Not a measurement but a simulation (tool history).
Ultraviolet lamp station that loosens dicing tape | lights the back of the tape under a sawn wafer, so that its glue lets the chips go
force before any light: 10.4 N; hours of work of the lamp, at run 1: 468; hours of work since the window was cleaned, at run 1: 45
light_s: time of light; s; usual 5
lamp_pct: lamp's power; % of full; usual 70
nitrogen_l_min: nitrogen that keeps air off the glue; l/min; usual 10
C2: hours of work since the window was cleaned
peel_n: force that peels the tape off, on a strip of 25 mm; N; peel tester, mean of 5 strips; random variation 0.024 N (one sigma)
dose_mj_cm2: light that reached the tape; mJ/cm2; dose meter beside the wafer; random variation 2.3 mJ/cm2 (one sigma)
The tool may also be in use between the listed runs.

run 1 hour=0.0 | light_s=5 lamp_pct=70 nitrogen_l_min=10 | hours_of_work_of_the_lamp=468 C2=45 | peel_n=1.561 dose_mj_cm2=199
run 2 hour=33.9 | light_s=5 lamp_pct=70 nitrogen_l_min=10 | hours_of_work_of_the_lamp=494 C2=71 | peel_n=1.574 dose_mj_cm2=193
run 3 hour=57.3 | light_s=5 lamp_pct=70 nitrogen_l_min=10 | hours_of_work_of_the_lamp=512 C2=89 | peel_n=1.634 dose_mj_cm2=197
run 4 hour=89.8 | light_s=5 lamp_pct=70 nitrogen_l_min=7 | hours_of_work_of_the_lamp=537 C2=114 | peel_n=2.077 dose_mj_cm2=193
run 5 hour=111.3 | light_s=5 lamp_pct=70 nitrogen_l_min=10 | hours_of_work_of_the_lamp=554 C2=130 | peel_n=1.717 dose_mj_cm2=194
run 6 hour=132.9 | light_s=5 lamp_pct=70 nitrogen_l_min=10 | hours_of_work_of_the_lamp=570 C2=147 | peel_n=1.764 dose_mj_cm2=188
run 7 hour=180.5 | light_s=5 lamp_pct=76 nitrogen_l_min=10 | hours_of_work_of_the_lamp=607 C2=184 | peel_n=1.521 dose_mj_cm2=204
run 8 hour=219.1 | light_s=5 lamp_pct=76 nitrogen_l_min=10 | hours_of_work_of_the_lamp=637 C2=214 | peel_n=1.541 dose_mj_cm2=200
run 9 hour=242.6 | light_s=5 lamp_pct=76 nitrogen_l_min=10 | hours_of_work_of_the_lamp=655 C2=232 | peel_n=1.583 dose_mj_cm2=203
run 10 hour=280.7 | light_s=5 lamp_pct=79 nitrogen_l_min=15 | hours_of_work_of_the_lamp=684 C2=261 | peel_n=1.148 dose_mj_cm2=202
run 11 hour=315.7 | light_s=5 lamp_pct=79 nitrogen_l_min=15 | hours_of_work_of_the_lamp=712 C2=288 | peel_n=1.228 dose_mj_cm2=203
-- hour=319.5 window cleaned of glue's vapour
run 12 hour=341.0 | light_s=8 lamp_pct=85 nitrogen_l_min=15 | hours_of_work_of_the_lamp=731 C2=17 | peel_n=0.333 dose_mj_cm2=334
run 13 hour=388.4 | light_s=8 lamp_pct=85 nitrogen_l_min=15 | hours_of_work_of_the_lamp=767 C2=53 | peel_n=0.351 dose_mj_cm2=327
-- hour=424.5 window cleaned of glue's vapour, once more
run 14 hour=437.8 | light_s=5 lamp_pct=84 nitrogen_l_min=10 | hours_of_work_of_the_lamp=805 C2=10 | peel_n=1.354 dose_mj_cm2=213
run 15 hour=465.7 | light_s=5 lamp_pct=70 nitrogen_l_min=18 | hours_of_work_of_the_lamp=826 C2=32 | peel_n=1.329 dose_mj_cm2=179
run 16 hour=488.2 | light_s=8 lamp_pct=70 nitrogen_l_min=10 | hours_of_work_of_the_lamp=844 C2=49 | peel_n=0.766 dose_mj_cm2=283
run 17 hour=531.3 | light_s=5 lamp_pct=86 nitrogen_l_min=4 | hours_of_work_of_the_lamp=877 C2=82 | peel_n=2.573 dose_mj_cm2=213

Hidden state or all else? Some run-to-run changes of peel_n, split into what the settings, what came in and random variation would give without the hidden state, and what is left for the hidden state (with any gauge scatter that isn't in both results):
The hidden state here: lamp's light, % of a new lamp's; light that the window lets through, % of a clean one's; drift of the gauge itself on peel_n, %; drift of the gauge itself on dose_mj_cm2, %.
Run 16 -> 17: light_s 8 -> 5, lamp_pct 70 -> 86, nitrogen_l_min 10 -> 4. peel_n +1.807 N: hidden state +0.546, all else +1.261.
